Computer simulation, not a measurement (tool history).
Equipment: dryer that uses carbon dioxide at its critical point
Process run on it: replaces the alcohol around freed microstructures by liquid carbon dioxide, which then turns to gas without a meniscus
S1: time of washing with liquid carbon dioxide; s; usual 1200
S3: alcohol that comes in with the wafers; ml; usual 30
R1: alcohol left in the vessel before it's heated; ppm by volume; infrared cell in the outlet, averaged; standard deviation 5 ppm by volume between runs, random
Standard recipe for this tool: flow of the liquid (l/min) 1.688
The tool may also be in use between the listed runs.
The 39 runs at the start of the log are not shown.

Run 40, hour 399.3: usual settings but S3 92 ml. Result: R1 33 ppm by volume.
Run 41, hour 406.0: usual settings but flow of the liquid (l/min) 2.450, S3 72 ml. Result: R1 13 ppm by volume.
Run 42, hour 419.6: usual settings but S1 1620 s. Result: R1 21 ppm by volume.
Run 43, hour 430.6: usual settings but flow of the liquid (l/min) 1.700, S3 29 ml. Result: R1 15 ppm by volume.
Run 44, hour 437.6: usual settings but flow of the liquid (l/min) 1.700, S3 29 ml. Result: R1 19 ppm by volume.
Run 45, hour 451.7: usual settings but flow of the liquid (l/min) 1.670, S3 49 ml. Result: R1 26 ppm by volume.
Run 46, hour 462.6: usual settings but S1 840 s, flow of the liquid (l/min) 1.760, S3 68 ml. Result: R1 118 ppm by volume.
Run 47, hour 471.3: usual settings but S1 840 s, flow of the liquid (l/min) 1.810, S3 68 ml. Result: R1 102 ppm by volume.
Run 48, hour 483.7: usual settings but S1 1380 s, flow of the liquid (l/min) 1.830, S3 63 ml. Result: R1 29 ppm by volume.

3 ways to go on from here, each from the tool as it stands after run 48. What would each give?
Run A, hour 492.7: usual settings but S1 840 s. Result: R1 ?.
Run B, hour 492.7: usual settings but S1 1680 s, flow of the liquid (l/min) 2.780, S3 73 ml. Result: R1 ?.
Run C, hour 492.7: usual settings but S1 780 s. Result: R1 ?.

run  R1
  A  71
  B  17
  C  91
With no hidden state in the tool, these same runs would have given:
run  R1
  A  56
  B   5
  C  75

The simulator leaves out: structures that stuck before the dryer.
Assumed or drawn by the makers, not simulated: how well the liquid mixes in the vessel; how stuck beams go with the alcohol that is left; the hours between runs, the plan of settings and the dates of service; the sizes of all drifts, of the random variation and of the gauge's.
